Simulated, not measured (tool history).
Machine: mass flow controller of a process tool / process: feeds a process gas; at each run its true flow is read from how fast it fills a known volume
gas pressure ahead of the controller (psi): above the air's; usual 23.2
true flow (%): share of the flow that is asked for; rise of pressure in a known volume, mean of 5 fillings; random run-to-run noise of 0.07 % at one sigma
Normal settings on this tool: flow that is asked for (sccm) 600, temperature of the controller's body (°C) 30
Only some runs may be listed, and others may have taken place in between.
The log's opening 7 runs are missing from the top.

run	hour	flow that is asked for (sccm)	gas pressure ahead of the controller (psi)	temperature of the controller's body (°C)	true flow (%)
8	711.1	600	26.3	30	99.18
9	810.5	228	23.2	30	98.61
10	962.3	600	23.2	22	100.20
11	1113.0	600	23.2	22	100.33
12	1235.3	600	23.2	22	100.29
13	1346.5	600	23.2	30	99.50
14	1500.1	600	23.2	30	99.73
15	1571.3	600	23.2	30	99.83
16	1684.0	600	23.2	30	99.72
17	1762.4	298	23.2	30	99.33
18	1910.7	600	23.2	30	99.87
19	1980.8	138	23.2	28	99.27
20	2075.4	659	28.7	24	100.64

Run 21 has not been measured yet. What should we expect?
21	2165.4	983	34.4	24	?

For run 21 the tool returned true flow (%) 101.49.
Take away the tool's hidden state, keep the run-to-run variation as it was, and the same run would have given true flow (%) 100.20.
